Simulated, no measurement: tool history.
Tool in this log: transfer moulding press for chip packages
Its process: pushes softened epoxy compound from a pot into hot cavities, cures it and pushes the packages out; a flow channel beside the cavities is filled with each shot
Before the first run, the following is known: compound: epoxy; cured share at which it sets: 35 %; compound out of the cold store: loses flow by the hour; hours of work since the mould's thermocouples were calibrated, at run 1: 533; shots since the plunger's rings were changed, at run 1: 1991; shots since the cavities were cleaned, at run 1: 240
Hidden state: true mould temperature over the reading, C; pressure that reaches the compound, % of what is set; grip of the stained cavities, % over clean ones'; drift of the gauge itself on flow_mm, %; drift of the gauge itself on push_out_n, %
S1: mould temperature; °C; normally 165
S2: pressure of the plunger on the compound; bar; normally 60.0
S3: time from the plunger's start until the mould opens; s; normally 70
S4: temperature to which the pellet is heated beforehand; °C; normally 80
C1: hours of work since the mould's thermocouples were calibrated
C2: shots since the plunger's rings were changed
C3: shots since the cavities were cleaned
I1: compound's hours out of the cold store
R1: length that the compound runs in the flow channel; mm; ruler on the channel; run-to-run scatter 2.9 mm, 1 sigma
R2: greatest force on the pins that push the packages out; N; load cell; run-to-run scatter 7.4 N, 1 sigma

Run 1, hour 0.0: usual settings; C1 533; C2 1991; C3 240; I1 33.4. Result: R1 559 mm, R2 469 N.
At hour 32.1: cavities cleaned with cleaning compound and waxed.
Run 2, hour 54.9: usual settings but S4 83 °C; C1 562; C2 2646; C3 279; I1 34.9. Result: R1 550 mm, R2 460 N.
At hour 81.3: cavities cleaned with cleaning compound and waxed.
Run 3, hour 109.9: usual settings but S3 65 s, S4 83 °C; C1 590; C2 3303; C3 352; I1 35.2. Result: R1 549 mm, R2 606 N.
At hour 134.4: cavities cleaned with cleaning compound and waxed.
Run 4, hour 135.3: usual settings but S2 54.7 bar; C1 603; C2 3596; C3 12; I1 40.6. Result: R1 499 mm, R2 351 N.
At hour 142.7: plunger's sealing rings changed.
At hour 187.8: cavities cleaned with cleaning compound and waxed.
Run 5, hour 197.2: usual settings; C1 634; C2 650; C3 115; I1 30.4. Result: R1 580 mm, R2 415 N.
At hour 237.8: cavities cleaned with cleaning compound and waxed.
Run 6, hour 243.9: usual settings; C1 659; C2 1205; C3 74; I1 38.5. Result: R1 547 mm, R2 351 N.
At hour 290.0: cavities cleaned with cleaning compound and waxed.
Run 7, hour 290.0: usual settings; C1 683; C2 1752; C3 0; I1 21.8. Result: R1 600 mm, R2 338 N.
Run 8, hour 314.8: usual settings; C1 696; C2 2057; C3 305; I1 46.4. Result: R1 520 mm, R2 459 N.
At hour 341.0: cavities cleaned with cleaning compound and waxed.
Run 9, hour 372.7: usual settings; C1 726; C2 2749; C3 389; I1 29.7. Result: R1 566 mm, R2 553 N.
At hour 378.3: mould's thermocouples calibrated.
At hour 393.7: cavities cleaned with cleaning compound and waxed.
Run 10, hour 431.4: usual settings but S1 167 °C, S2 52.3 bar; C1 28; C2 3427; C3 463; I1 37.9. Result: R1 494 mm, R2 504 N.
At hour 445.8: cavities cleaned with cleaning compound and waxed.
At hour 455.9: plunger's sealing rings changed.
Run 11, hour 480.1: usual settings but S1 168 °C; C1 52; C2 297; C3 390; I1 24.6. Result: R1 589 mm, R2 456 N.
At hour 498.6: cavities cleaned with cleaning compound and waxed.
Run 12, hour 523.9: usual settings but S1 168 °C, S3 100 s, S4 71 °C; C1 75; C2 816; C3 310; I1 29.2. Result: R1 571 mm, R2 317 N.
At hour 550.9: cavities cleaned with cleaning compound and waxed.
Run 13, hour 558.7: usual settings but S1 168 °C, S3 100 s, S4 71 °C; C1 93; C2 1225; C3 96; I1 27.7. Result: R1 572 mm, R2 258 N.
At hour 586.9: mould's thermocouples calibrated, once more.
At hour 604.8: cavities cleaned with cleaning compound and waxed.
Run 14, hour 613.8: usual settings but S1 163 °C, S3 108 s, S4 71 °C; C1 14; C2 1858; C3 110; I1 44.4. Result: R1 527 mm, R2 266 N.
At hour 657.6: cavities cleaned with cleaning compound and waxed.
Run 15, hour 672.0: usual settings but S1 162 °C, S2 68.3 bar, S4 73 °C; C1 44; C2 2555; C3 178; I1 46.2. Result: R1 554 mm, R2 487 N.

Each row is a separate what-if for the run after 15, all from the same tool condition, not one after another. Results?
At hour 707.9: cavities cleaned with cleaning compound and waxed.
Run A, hour 731.8: usual settings but S1 162 °C, S2 64.1 bar, S4 79 °C; C1 76; C2 3270; C3 294; I1 39.1. Result: R1 ?, R2 ?.
At hour 707.9: cavities cleaned with cleaning compound and waxed.
Run B, hour 731.8: usual settings but S1 162 °C, S2 53.6 bar, S3 77 s, S4 82 °C; C1 76; C2 3270; C3 294; I1 45.9. Result: R1 ?, R2 ?.
At hour 707.9: cavities cleaned with cleaning compound and waxed.
Run C, hour 731.8: usual settings but S1 159 °C, S2 55.8 bar, S4 73 °C; C1 76; C2 3270; C3 294; I1 25.8. Result: R1 ?, R2 ?.
At hour 707.9: cavities cleaned with cleaning compound and waxed.
Run D, hour 731.8: usual settings but S1 162 °C, S2 68.3 bar, S3 100 s, S4 71 °C; C1 76; C2 3270; C3 294; I1 16.5. Result: R1 ?, R2 ?.

run   R1   R2
  A  552  550
  B  491  443
  C  565  779
  D  658  338
Take away the tool's hidden state, keep each run's random variation, and the runs would have read:
run   R1   R2
  A  569  374
  B  505  300
  C  582  532
  D  678  228

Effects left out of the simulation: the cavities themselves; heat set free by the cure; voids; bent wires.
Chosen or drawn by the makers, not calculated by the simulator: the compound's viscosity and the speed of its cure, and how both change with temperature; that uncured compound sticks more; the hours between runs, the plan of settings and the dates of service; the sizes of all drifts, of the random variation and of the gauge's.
